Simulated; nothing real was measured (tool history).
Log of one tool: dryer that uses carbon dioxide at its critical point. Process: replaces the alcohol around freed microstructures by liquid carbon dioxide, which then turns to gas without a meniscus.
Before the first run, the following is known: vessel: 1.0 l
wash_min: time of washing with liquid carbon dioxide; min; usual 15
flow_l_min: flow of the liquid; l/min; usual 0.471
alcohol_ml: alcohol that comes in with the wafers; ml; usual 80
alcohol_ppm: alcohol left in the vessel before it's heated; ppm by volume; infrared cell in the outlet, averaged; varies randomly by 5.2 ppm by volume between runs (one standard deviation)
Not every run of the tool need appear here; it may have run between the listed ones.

run 1 hour=0.0 | wash_min=15 flow_l_min=0.471 alcohol_ml=80 | alcohol_ppm=168
run 2 hour=25.6 | wash_min=15 flow_l_min=0.471 alcohol_ml=80 | alcohol_ppm=189
run 3 hour=50.0 | wash_min=15 flow_l_min=0.471 alcohol_ml=80 | alcohol_ppm=197
run 4 hour=71.1 | wash_min=15 flow_l_min=0.284 alcohol_ml=80 | alcohol_ppm=1827
run 5 hour=96.4 | wash_min=15 flow_l_min=0.284 alcohol_ml=80 | alcohol_ppm=1826
run 6 hour=121.5 | wash_min=15 flow_l_min=0.611 alcohol_ml=80 | alcohol_ppm=82
-- hour=135.8 inlet filter changed
run 7 hour=157.0 | wash_min=15 flow_l_min=0.611 alcohol_ml=80 | alcohol_ppm=69
run 8 hour=173.3 | wash_min=15 flow_l_min=0.471 alcohol_ml=80 | alcohol_ppm=146
run 9 hour=207.6 | wash_min=15 flow_l_min=0.471 alcohol_ml=80 | alcohol_ppm=172
run 10 hour=240.9 | wash_min=15 flow_l_min=0.471 alcohol_ml=80 | alcohol_ppm=182
run 11 hour=275.4 | wash_min=15 flow_l_min=0.471 alcohol_ml=80 | alcohol_ppm=185
run 12 hour=308.2 | wash_min=15 flow_l_min=0.790 alcohol_ml=80 | alcohol_ppm=89
run 13 hour=325.0 | wash_min=15 flow_l_min=0.790 alcohol_ml=80 | alcohol_ppm=108
run 14 hour=342.0 | wash_min=20 flow_l_min=0.471 alcohol_ml=80 | alcohol_ppm=111
run 15 hour=376.1 | wash_min=20 flow_l_min=0.471 alcohol_ml=80 | alcohol_ppm=125
run 16 hour=394.1 | wash_min=20 flow_l_min=0.471 alcohol_ml=80 | alcohol_ppm=120
run 17 hour=424.2 | wash_min=20 flow_l_min=0.471 alcohol_ml=80 | alcohol_ppm=115
run 18 hour=445.4 | wash_min=15 flow_l_min=0.471 alcohol_ml=80 | alcohol_ppm=240
run 19 hour=466.1 | wash_min=15 flow_l_min=0.471 alcohol_ml=80 | alcohol_ppm=259
run 20 hour=496.6 | wash_min=15 flow_l_min=0.471 alcohol_ml=80 | alcohol_ppm=278
run 21 hour=524.9 | wash_min=15 flow_l_min=0.471 alcohol_ml=80 | alcohol_ppm=272
run 22 hour=543.6 | wash_min=15 flow_l_min=0.471 alcohol_ml=80 | alcohol_ppm=299
run 23 hour=566.1 | wash_min=15 flow_l_min=0.471 alcohol_ml=80 | alcohol_ppm=295
run 24 hour=589.1 | wash_min=15 flow_l_min=0.471 alcohol_ml=80 | alcohol_ppm=316
run 25 hour=607.4 | wash_min=15 flow_l_min=0.471 alcohol_ml=80 | alcohol_ppm=320
run 26 hour=638.2 | wash_min=15 flow_l_min=0.471 alcohol_ml=80 | alcohol_ppm=331
run 27 hour=670.8 | wash_min=20 flow_l_min=0.726 alcohol_ml=93 | alcohol_ppm=164
run 28 hour=688.6 | wash_min=20 flow_l_min=0.726 alcohol_ml=93 | alcohol_ppm=164
-- hour=696.0 inlet filter changed
run 29 hour=718.4 | wash_min=18 flow_l_min=0.343 alcohol_ml=84 | alcohol_ppm=370
run 30 hour=746.0 | wash_min=15 flow_l_min=0.471 alcohol_ml=71 | alcohol_ppm=266
run 31 hour=771.3 | wash_min=24 flow_l_min=0.467 alcohol_ml=29 | alcohol_ppm=179
run 32 hour=785.8 | wash_min=15 flow_l_min=0.389 alcohol_ml=80 | alcohol_ppm=510
run 33 hour=800.2 | wash_min=15 flow_l_min=0.536 alcohol_ml=80 | alcohol_ppm=224
run 34 hour=822.2 | wash_min=15 flow_l_min=0.536 alcohol_ml=80 | alcohol_ppm=232
run 35 hour=840.7 | wash_min=15 flow_l_min=0.536 alcohol_ml=80 | alcohol_ppm=245
-- hour=849.6 purifier's bed changed
run 36 hour=868.3 | wash_min=19 flow_l_min=0.593 alcohol_ml=80 | alcohol_ppm=21
run 37 hour=885.8 | wash_min=19 flow_l_min=0.593 alcohol_ml=80 | alcohol_ppm=15
run 38 hour=913.7 | wash_min=23 flow_l_min=0.467 alcohol_ml=80 | alcohol_ppm=18
run 39 hour=928.5 | wash_min=23 flow_l_min=0.467 alcohol_ml=80 | alcohol_ppm=20
run 40 hour=960.1 | wash_min=12 flow_l_min=0.731 alcohol_ml=52 | alcohol_ppm=45
run 41 hour=986.6 | wash_min=15 flow_l_min=0.741 alcohol_ml=28 | alcohol_ppm=28
run 42 hour=1015.0 | wash_min=15 flow_l_min=0.741 alcohol_ml=28 | alcohol_ppm=41
run 43 hour=1030.2 | wash_min=20 flow_l_min=0.682 alcohol_ml=110 | alcohol_ppm=35
run 44 hour=1048.4 | wash_min=20 flow_l_min=0.682 alcohol_ml=110 | alcohol_ppm=52
run 45 hour=1069.9 | wash_min=22 flow_l_min=0.385 alcohol_ml=58 | alcohol_ppm=78
run 46 hour=1103.3 | wash_min=9 flow_l_min=0.614 alcohol_ml=45 | alcohol_ppm=410
run 47 hour=1127.8 | wash_min=9 flow_l_min=0.614 alcohol_ml=45 | alcohol_ppm=414

3 options for the next run, each taken on its own from the tool as it stands now. Forecast them:
run A hour=1143.4 | wash_min=15 flow_l_min=0.516 alcohol_ml=36 | alcohol_ppm=?
run B hour=1143.4 | wash_min=12 flow_l_min=0.354 alcohol_ml=21 | alcohol_ppm=?
run C hour=1143.4 | wash_min=19 flow_l_min=0.346 alcohol_ml=25 | alcohol_ppm=?

run=A alcohol_ppm=97
run=B alcohol_ppm=553
run=C alcohol_ppm=144
With the hidden condition removed and each run's random variation left untouched, the same runs would have given:
run=A alcohol_ppm=17
run=B alcohol_ppm=328
run=C alcohol_ppm=50

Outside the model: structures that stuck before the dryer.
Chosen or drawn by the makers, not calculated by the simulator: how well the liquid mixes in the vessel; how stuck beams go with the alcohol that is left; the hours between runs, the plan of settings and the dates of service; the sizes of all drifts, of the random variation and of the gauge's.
